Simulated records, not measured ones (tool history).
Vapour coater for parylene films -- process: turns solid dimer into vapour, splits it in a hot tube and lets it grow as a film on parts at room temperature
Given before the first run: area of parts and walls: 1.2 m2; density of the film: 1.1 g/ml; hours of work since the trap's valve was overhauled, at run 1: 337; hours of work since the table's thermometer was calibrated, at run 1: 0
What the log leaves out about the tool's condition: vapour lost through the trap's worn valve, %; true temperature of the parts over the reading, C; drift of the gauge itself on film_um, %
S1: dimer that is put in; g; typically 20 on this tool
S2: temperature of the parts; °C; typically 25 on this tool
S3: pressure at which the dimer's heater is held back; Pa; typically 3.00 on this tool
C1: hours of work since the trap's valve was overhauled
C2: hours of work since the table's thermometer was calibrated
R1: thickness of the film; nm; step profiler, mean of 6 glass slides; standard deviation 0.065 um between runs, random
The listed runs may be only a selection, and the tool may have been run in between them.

run	hour	S1	S2	S3	C1	C2	R1
1	0.0	20	25	3.00	337	0	7750
2	17.8	16	25	3.00	352	15	6180
3	42.5	16	25	3.00	372	35	6110
4	60.0	16	25	3.00	387	50	6140
5	77.3	26	25	3.00	401	64	9990
6	89.6	26	25	3.00	411	74	10200
7	109.7	20	25	3.00	428	91	7680
8	125.6	20	25	3.00	441	104	7750
9	148.0	20	25	3.00	459	122	7790
10	172.9	20	25	3.00	480	143	7750
11	194.2	20	25	3.00	497	160	7810
12	219.2	20	25	3.00	518	181	7820
13	235.8	20	25	3.00	531	194	7690
14	256.8	20	25	3.00	549	212	7800
15	270.4	20	25	3.00	560	223	7750
16	294.1	20	25	3.00	579	242	7690
17	308.9	20	19	3.00	592	255	9620
18	331.2	20	19	3.00	610	273	9660
# hour 338.7: trap's valve overhauled
19	346.0	11	27	3.71	6	282	3880
20	359.4	11	29	5.58	17	293	3540
21	370.0	11	33	5.58	26	302	3030
22	389.1	11	33	5.58	41	317	3040
23	413.6	21	36	5.88	62	337	5190
24	430.8	21	23	7.30	76	352	8390
25	442.7	21	23	7.30	86	361	8300
26	464.4	21	23	7.30	103	379	8190
27	482.1	21	25	3.00	118	394	8060
28	503.2	10	18	3.00	135	411	5060
29	514.9	10	25	3.00	145	421	3920
30	537.1	10	25	3.00	163	439	3880
31	551.3	12	25	4.83	175	451	4550

Branching from run 31: 5 alternative next runs. What would each branch give?
A	568.5	20	25	5.75	189	465	?
B	568.5	11	22	5.48	189	465	?
C	568.5	9	25	2.71	189	465	?
D	568.5	21	34	6.09	189	465	?
E	568.5	9	18	2.27	189	465	?

run	R1
A	7370
B	4590
C	3590
D	5620
E	4580
Without the tool's unlogged condition, the same runs would have read:
run	R1
A	7380
B	4590
C	3590
D	5630
E	4590
